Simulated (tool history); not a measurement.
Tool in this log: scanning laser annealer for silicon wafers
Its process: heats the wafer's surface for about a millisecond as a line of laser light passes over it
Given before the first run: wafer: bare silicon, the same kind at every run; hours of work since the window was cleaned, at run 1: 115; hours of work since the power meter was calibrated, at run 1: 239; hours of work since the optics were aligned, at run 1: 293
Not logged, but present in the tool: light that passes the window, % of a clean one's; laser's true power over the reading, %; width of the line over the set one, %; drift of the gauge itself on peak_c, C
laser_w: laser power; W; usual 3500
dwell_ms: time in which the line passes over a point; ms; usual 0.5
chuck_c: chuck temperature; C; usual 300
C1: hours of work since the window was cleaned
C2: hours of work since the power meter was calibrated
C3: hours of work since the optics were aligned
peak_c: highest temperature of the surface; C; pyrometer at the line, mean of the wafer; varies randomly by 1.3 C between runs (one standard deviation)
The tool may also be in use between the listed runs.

{"run": 1, "hour": 0.0, "laser_w": 3500, "dwell_ms": 0.5, "chuck_c": 300, "C1": 115, "C2": 239, "C3": 293, "peak_c": 1093}
{"run": 2, "hour": 7.9, "laser_w": 3500, "dwell_ms": 0.5, "chuck_c": 300, "C1": 119, "C2": 242, "C3": 296, "peak_c": 1092}
{"run": 3, "hour": 15.6, "laser_w": 3500, "dwell_ms": 0.5, "chuck_c": 300, "C1": 122, "C2": 245, "C3": 299, "peak_c": 1090}
{"run": 4, "hour": 29.5, "laser_w": 3500, "dwell_ms": 0.5, "chuck_c": 270, "C1": 128, "C2": 251, "C3": 305, "peak_c": 1064}
{"run": 5, "hour": 42.7, "laser_w": 3500, "dwell_ms": 0.5, "chuck_c": 270, "C1": 133, "C2": 257, "C3": 311, "peak_c": 1060}
{"run": 6, "hour": 48.6, "laser_w": 3249, "dwell_ms": 0.5, "chuck_c": 300, "C1": 136, "C2": 259, "C3": 313, "peak_c": 1035}
{"run": 7, "hour": 62.8, "laser_w": 3249, "dwell_ms": 0.5, "chuck_c": 300, "C1": 142, "C2": 265, "C3": 319, "peak_c": 1035}
{"run": 8, "hour": 75.4, "laser_w": 3450, "dwell_ms": 0.5, "chuck_c": 300, "C1": 147, "C2": 271, "C3": 325, "peak_c": 1079}
{"run": 9, "hour": 85.8, "laser_w": 3450, "dwell_ms": 0.5, "chuck_c": 300, "C1": 152, "C2": 275, "C3": 329, "peak_c": 1078}
{"run": 10, "hour": 95.5, "laser_w": 3450, "dwell_ms": 0.5, "chuck_c": 300, "C1": 156, "C2": 279, "C3": 333, "peak_c": 1081}
{"run": 11, "hour": 109.9, "laser_w": 3450, "dwell_ms": 0.5, "chuck_c": 300, "C1": 162, "C2": 285, "C3": 339, "peak_c": 1080}
{"run": 12, "hour": 118.6, "laser_w": 3261, "dwell_ms": 0.5, "chuck_c": 300, "C1": 165, "C2": 289, "C3": 343, "peak_c": 1037}
{"run": 13, "hour": 128.6, "laser_w": 3500, "dwell_ms": 0.5, "chuck_c": 300, "C1": 170, "C2": 293, "C3": 347, "peak_c": 1090}
{"run": 14, "hour": 136.8, "laser_w": 3500, "dwell_ms": 0.5, "chuck_c": 300, "C1": 173, "C2": 296, "C3": 351, "peak_c": 1087}
{"run": 15, "hour": 149.2, "laser_w": 3500, "dwell_ms": 0.5, "chuck_c": 300, "C1": 178, "C2": 302, "C3": 356, "peak_c": 1088}
{"run": 16, "hour": 162.6, "laser_w": 3500, "dwell_ms": 0.5, "chuck_c": 300, "C1": 184, "C2": 307, "C3": 361, "peak_c": 1091}
{"run": 17, "hour": 176.2, "laser_w": 3500, "dwell_ms": 0.5, "chuck_c": 300, "C1": 190, "C2": 313, "C3": 367, "peak_c": 1090}
{"run": 18, "hour": 190.2, "laser_w": 3500, "dwell_ms": 0.5, "chuck_c": 300, "C1": 196, "C2": 319, "C3": 373, "peak_c": 1091}
{"run": 19, "hour": 197.7, "laser_w": 3259, "dwell_ms": 0.5, "chuck_c": 300, "C1": 199, "C2": 322, "C3": 376, "peak_c": 1034}
{"run": 20, "hour": 209.1, "laser_w": 3259, "dwell_ms": 0.5, "chuck_c": 310, "C1": 204, "C2": 327, "C3": 381, "peak_c": 1044}
{"run": 21, "hour": 220.0, "laser_w": 3563, "dwell_ms": 0.5, "chuck_c": 308, "C1": 208, "C2": 332, "C3": 386, "peak_c": 1112}
{"run": 22, "hour": 228.3, "laser_w": 3279, "dwell_ms": 0.403, "chuck_c": 335, "C1": 212, "C2": 335, "C3": 389, "peak_c": 990}
{"run": 23, "hour": 238.6, "laser_w": 3279, "dwell_ms": 0.403, "chuck_c": 335, "C1": 216, "C2": 340, "C3": 394, "peak_c": 990}
{"run": 24, "hour": 244.4, "laser_w": 3279, "dwell_ms": 0.403, "chuck_c": 335, "C1": 219, "C2": 342, "C3": 396, "peak_c": 989}
{"run": 25, "hour": 250.2, "laser_w": 3500, "dwell_ms": 0.36, "chuck_c": 297, "C1": 221, "C2": 344, "C3": 398, "peak_c": 954}
{"run": 26, "hour": 263.3, "laser_w": 3661, "dwell_ms": 0.452, "chuck_c": 297, "C1": 227, "C2": 350, "C3": 404, "peak_c": 1072}
{"run": 27, "hour": 275.3, "laser_w": 3148, "dwell_ms": 0.5, "chuck_c": 307, "C1": 232, "C2": 355, "C3": 409, "peak_c": 1015}
{"run": 28, "hour": 286.8, "laser_w": 3602, "dwell_ms": 0.5, "chuck_c": 303, "C1": 236, "C2": 360, "C3": 414, "peak_c": 1112}
{"run": 29, "hour": 295.4, "laser_w": 3655, "dwell_ms": 0.405, "chuck_c": 281, "C1": 240, "C2": 364, "C3": 418, "peak_c": 1011}
{"run": 30, "hour": 305.8, "laser_w": 3702, "dwell_ms": 0.493, "chuck_c": 262, "C1": 245, "C2": 368, "C3": 422, "peak_c": 1086}
{"run": 31, "hour": 317.6, "laser_w": 3614, "dwell_ms": 0.537, "chuck_c": 298, "C1": 250, "C2": 373, "C3": 427, "peak_c": 1143}
{"run": 32, "hour": 324.5, "laser_w": 3614, "dwell_ms": 0.537, "chuck_c": 298, "C1": 252, "C2": 376, "C3": 430, "peak_c": 1142}
{"run": 33, "hour": 331.4, "laser_w": 3614, "dwell_ms": 0.537, "chuck_c": 298, "C1": 255, "C2": 379, "C3": 433, "peak_c": 1144}
{"run": 34, "hour": 340.8, "laser_w": 3135, "dwell_ms": 0.606, "chuck_c": 327, "C1": 259, "C2": 383, "C3": 437, "peak_c": 1112}
{"run": 35, "hour": 348.7, "laser_w": 3718, "dwell_ms": 0.408, "chuck_c": 298, "C1": 263, "C2": 386, "C3": 440, "peak_c": 1043}

For run 36, what comes out?
{"run": 36, "hour": 363.0, "laser_w": 3328, "dwell_ms": 0.363, "chuck_c": 326, "C1": 269, "C2": 392, "C3": 446, "peak_c": "?"}

{"run 36": {"peak_c": 951}}
On a tool with no hidden condition, and with the same random variation, this run would have come out at peak_c 964 C.

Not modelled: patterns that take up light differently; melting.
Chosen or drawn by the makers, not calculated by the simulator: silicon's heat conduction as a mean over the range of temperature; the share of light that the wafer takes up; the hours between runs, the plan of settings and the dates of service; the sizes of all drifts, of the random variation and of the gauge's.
